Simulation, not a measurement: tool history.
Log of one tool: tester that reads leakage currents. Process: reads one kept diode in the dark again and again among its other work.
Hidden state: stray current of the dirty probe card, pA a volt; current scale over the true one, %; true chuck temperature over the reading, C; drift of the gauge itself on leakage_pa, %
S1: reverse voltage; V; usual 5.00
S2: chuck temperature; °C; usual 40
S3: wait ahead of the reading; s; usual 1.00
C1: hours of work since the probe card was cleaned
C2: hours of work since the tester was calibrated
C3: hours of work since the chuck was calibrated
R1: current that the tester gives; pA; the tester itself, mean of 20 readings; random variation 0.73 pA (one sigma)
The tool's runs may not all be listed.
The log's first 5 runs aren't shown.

{"run": 6, "hour": 162.6, "S1": 6.53, "S2": 40, "S3": 1.0, "C1": 935, "C2": 721, "C3": 676, "R1": 278.84}
{"run": 7, "hour": 178.1, "S1": 6.53, "S2": 40, "S3": 1.0, "C1": 943, "C2": 729, "C3": 684, "R1": 278.4}
{"run": 8, "hour": 206.5, "S1": 6.53, "S2": 40, "S3": 1.0, "C1": 958, "C2": 744, "C3": 699, "R1": 280.34}
{"run": 9, "hour": 242.9, "S1": 5.0, "S2": 40, "S3": 1.0, "C1": 977, "C2": 763, "C3": 718, "R1": 240.4}
{"run": 10, "hour": 278.4, "S1": 1.06, "S2": 40, "S3": 1.0, "C1": 995, "C2": 781, "C3": 736, "R1": 101.46}
{"run": 11, "hour": 295.3, "S1": 1.06, "S2": 40, "S3": 1.0, "C1": 1004, "C2": 790, "C3": 745, "R1": 101.34}
{"run": 12, "hour": 312.5, "S1": 5.0, "S2": 41, "S3": 1.0, "C1": 1013, "C2": 799, "C3": 754, "R1": 257.11}
{"run": 13, "hour": 350.5, "S1": 5.0, "S2": 41, "S3": 1.0, "C1": 1032, "C2": 818, "C3": 773, "R1": 257.9}
{"run": 14, "hour": 367.9, "S1": 1.03, "S2": 41, "S3": 1.0, "C1": 1041, "C2": 827, "C3": 782, "R1": 107.24}
{"run": 15, "hour": 398.0, "S1": 1.03, "S2": 41, "S3": 1.0, "C1": 1057, "C2": 843, "C3": 798, "R1": 106.91}
{"run": 16, "hour": 435.8, "S1": 4.22, "S2": 41, "S3": 1.0, "C1": 1076, "C2": 862, "C3": 817, "R1": 233.46}
{"run": 17, "hour": 473.8, "S1": 4.22, "S2": 41, "S3": 1.0, "C1": 1096, "C2": 882, "C3": 837, "R1": 232.87}
{"run": 18, "hour": 499.6, "S1": 5.0, "S2": 21, "S3": 1.0, "C1": 1109, "C2": 895, "C3": 850, "R1": 62.69}
{"run": 19, "hour": 518.1, "S1": 5.0, "S2": 21, "S3": 1.0, "C1": 1118, "C2": 904, "C3": 859, "R1": 62.77}
{"run": 20, "hour": 533.8, "S1": 5.0, "S2": 21, "S3": 1.0, "C1": 1126, "C2": 912, "C3": 868, "R1": 62.85}
{"run": 21, "hour": 558.7, "S1": 12.81, "S2": 51, "S3": 5.39, "C1": 1139, "C2": 925, "C3": 880, "R1": 841.32}
{"run": 22, "hour": 592.1, "S1": 6.61, "S2": 40, "S3": 5.71, "C1": 1157, "C2": 943, "C3": 898, "R1": 278.97}

The next listed run, before its measurement:
{"hour": 596.1, "done": "tester calibrated"}
{"run": 23, "hour": 628.3, "S1": 5.0, "S2": 29, "S3": 0.9, "C1": 1174, "C2": 17, "C3": 915, "R1": "?"}

R1: 111.30 pA
Without the tool's hidden state the same run would have given R1 109.13 pA.

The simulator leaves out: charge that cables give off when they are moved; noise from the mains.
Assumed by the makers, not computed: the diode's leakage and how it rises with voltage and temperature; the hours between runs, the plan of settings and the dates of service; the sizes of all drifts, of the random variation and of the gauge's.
